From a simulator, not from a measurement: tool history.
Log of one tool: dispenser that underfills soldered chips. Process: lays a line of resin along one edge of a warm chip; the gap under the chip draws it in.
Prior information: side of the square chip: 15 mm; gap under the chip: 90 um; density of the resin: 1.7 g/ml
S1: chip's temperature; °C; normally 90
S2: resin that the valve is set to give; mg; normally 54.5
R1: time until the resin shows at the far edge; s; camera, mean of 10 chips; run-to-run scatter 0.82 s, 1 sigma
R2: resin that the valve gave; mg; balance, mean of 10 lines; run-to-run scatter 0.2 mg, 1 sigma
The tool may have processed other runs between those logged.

run	hour	S1	S2	R1	R2
1	0.0	90	54.5	91.1	50.59
2	3.0	90	55.4	100.4	51.40
3	6.0	90	55.4	108.4	51.52
# hour 8.5: new syringe of resin
# hour 10.0: dispensing valve cleaned and set on the balance
4	10.1	90	55.4	79.4	55.36
5	13.8	90	57.1	86.4	56.84
6	16.3	90	57.1	95.5	57.14
7	20.6	90	54.5	110.2	54.57
# hour 23.4: new syringe of resin
8	25.3	90	54.5	79.8	54.37
9	28.5	90	58.2	87.2	58.14
10	32.5	90	70.6	100.8	70.25
11	35.8	90	70.6	110.0	69.80
# hour 37.3: new syringe of resin
12	39.6	102	61.4	51.9	60.57
13	43.5	104	65.2	53.6	64.89
14	47.2	104	65.2	60.4	64.32
15	49.4	78	51.1	184.5	50.09
# hour 51.3: new syringe of resin
16	54.1	80	57.6	122.6	56.84
17	57.7	104	56.1	52.9	55.59

Run 18 comes next. What will it give?
18	61.4	93	48.8	?	?

For run 18 the tool returned R1 94.1 s, R2 48.09 mg.
If the tool had no hidden condition, the same run with the same run-to-run variation would have returned R1 69.3 s, R2 48.86 mg.
